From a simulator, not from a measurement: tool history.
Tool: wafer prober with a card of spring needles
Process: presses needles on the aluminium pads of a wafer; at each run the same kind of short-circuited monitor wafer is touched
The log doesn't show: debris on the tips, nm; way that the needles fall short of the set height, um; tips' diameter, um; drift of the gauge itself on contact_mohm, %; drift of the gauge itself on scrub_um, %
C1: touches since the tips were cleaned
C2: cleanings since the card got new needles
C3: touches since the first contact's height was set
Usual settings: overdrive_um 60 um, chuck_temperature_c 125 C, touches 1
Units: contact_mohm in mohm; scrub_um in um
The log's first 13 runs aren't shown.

At hour 444.2: tips cleaned on abrasive film.
At hour 477.6: tips cleaned on abrasive film.
Run 14, hour 477.7: usual settings but chuck_temperature_c 90 C; C1 35; C2 36; C3 30740. Result: contact_mohm 167 mohm, scrub_um 11.48 um.
At hour 510.6: tips cleaned on abrasive film.
Run 15, hour 520.0: usual settings but chuck_temperature_c 90 C; C1 2010; C2 37; C3 39730. Result: contact_mohm 167 mohm, scrub_um 11.49 um.
At hour 545.7: tips cleaned on abrasive film.
Run 16, hour 572.2: usual settings but chuck_temperature_c 90 C; C1 5645; C2 38; C3 50840. Result: contact_mohm 168 mohm, scrub_um 11.55 um.
At hour 580.2: tips cleaned on abrasive film.
Run 17, hour 610.8: usual settings but chuck_temperature_c 90 C; C1 6533; C2 39; C3 59051. Result: contact_mohm 171 mohm, scrub_um 11.53 um.
At hour 614.9: tips cleaned on abrasive film.
At hour 624.2: height of the first contact set anew.
Run 18, hour 635.7: usual settings but overdrive_um 77 um, chuck_temperature_c 33 C, touches 2; C1 4373; C2 40; C3 2458. Result: contact_mohm 152 mohm, scrub_um 14.76 um.
At hour 650.3: tips cleaned on abrasive film.
Run 19, hour 667.6: usual settings but overdrive_um 44 um, chuck_temperature_c 33 C, touches 2; C1 3694; C2 41; C3 9230. Result: contact_mohm 164 mohm, scrub_um 8.46 um.
At hour 684.8: tips cleaned on abrasive film.
Run 20, hour 692.9: usual settings but overdrive_um 44 um, chuck_temperature_c 33 C, touches 2; C1 1731; C2 42; C3 14606. Result: contact_mohm 166 mohm, scrub_um 8.49 um.
At hour 717.5: tips cleaned on abrasive film.
Run 21, hour 719.0: usual settings but touches 2; C1 326; C2 43; C3 20156. Result: contact_mohm 177 mohm, scrub_um 11.56 um.
At hour 753.4: tips cleaned on abrasive film.
Run 22, hour 761.4: usual settings but overdrive_um 72 um, chuck_temperature_c 43 C; C1 1702; C2 44; C3 29155. Result: contact_mohm 154 mohm, scrub_um 13.86 um.
At hour 789.5: tips cleaned on abrasive film.
Run 23, hour 807.2: usual settings but chuck_temperature_c 27 C, touches 3; C1 3781; C2 45; C3 38913. Result: contact_mohm 158 mohm, scrub_um 11.57 um.
At hour 824.2: tips cleaned on abrasive film.
Run 24, hour 850.1: usual settings but overdrive_um 77 um, chuck_temperature_c 118 C, touches 3; C1 5516; C2 46; C3 48021. Result: contact_mohm 171 mohm, scrub_um 14.88 um.
At hour 860.3: tips cleaned on abrasive film.
Run 25, hour 883.0: usual settings but overdrive_um 77 um, chuck_temperature_c 118 C, touches 3; C1 4827; C2 47; C3 55014. Result: contact_mohm 165 mohm, scrub_um 14.88 um.
At hour 894.3: tips cleaned on abrasive film.
At hour 915.5: height of the first contact set anew.
Run 26, hour 921.2: usual settings but overdrive_um 40 um, chuck_temperature_c 49 C; C1 5660; C2 48; C3 1211. Result: contact_mohm 170 mohm, scrub_um 7.77 um.
At hour 929.8: tips cleaned on abrasive film.
At hour 964.4: tips cleaned on abrasive film.
Run 27, hour 969.0: usual settings but overdrive_um 40 um, chuck_temperature_c 49 C; C1 975; C2 50; C3 11357. Result: contact_mohm 170 mohm, scrub_um 7.72 um.
At hour 997.7: tips cleaned on abrasive film.
Run 28, hour 1013.6: usual settings but overdrive_um 40 um, chuck_temperature_c 49 C; C1 3378; C2 51; C3 20848. Result: contact_mohm 172 mohm, scrub_um 7.76 um.
At hour 1031.2: tips cleaned on abrasive film.
Run 29, hour 1063.4: usual settings but overdrive_um 40 um, chuck_temperature_c 49 C; C1 6864; C2 52; C3 31453. Result: contact_mohm 172 mohm, scrub_um 7.72 um.
At hour 1068.0: tips cleaned on abrasive film.
Run 30, hour 1092.7: usual settings but overdrive_um 65 um, chuck_temperature_c 49 C; C1 5250; C2 53; C3 37663. Result: contact_mohm 158 mohm, scrub_um 12.62 um.
At hour 1102.8: tips cleaned on abrasive film.
Run 31, hour 1124.4: usual settings but overdrive_um 66 um; C1 4613; C2 54; C3 44412. Result: contact_mohm 169 mohm, scrub_um 12.82 um.
At hour 1139.7: tips cleaned on abrasive film.
At hour 1146.3: gauge calibrated.
Run 32, hour 1160.6: usual settings but overdrive_um 44 um; C1 4463; C2 55; C3 52097. Result: contact_mohm 188 mohm, scrub_um 8.34 um.
At hour 1172.5: tips cleaned on abrasive film.
Run 33, hour 1195.3: usual settings but chuck_temperature_c 38 C; C1 4864; C2 56; C3 59477. Result: contact_mohm 159 mohm, scrub_um 11.37 um.

Forecast each of these 3 alternatives for the next run:
At hour 1207.0: tips cleaned on abrasive film.
At hour 1207.3: height of the first contact set anew.
Run A, hour 1228.3: usual settings but overdrive_um 68 um, chuck_temperature_c 79 C, touches 2; C1 4474; C2 57; C3 4474. Result: contact_mohm ?, scrub_um ?.
At hour 1207.0: tips cleaned on abrasive film.
At hour 1207.3: height of the first contact set anew.
Run B, hour 1228.3: usual settings but overdrive_um 69 um; C1 4474; C2 57; C3 4474. Result: contact_mohm ?, scrub_um ?.
At hour 1207.0: tips cleaned on abrasive film.
At hour 1207.3: height of the first contact set anew.
Run C, hour 1228.3: usual settings but overdrive_um 68 um, chuck_temperature_c 118 C, touches 2; C1 4474; C2 57; C3 4474. Result: contact_mohm ?, scrub_um ?.

run  contact_mohm  scrub_um
  A           162     12.89
  B           172     13.04
  C           171     12.92
Without the tool's hidden state the same runs would have given:
run  contact_mohm  scrub_um
  A           161     12.86
  B           172     13.01
  C           170     12.89
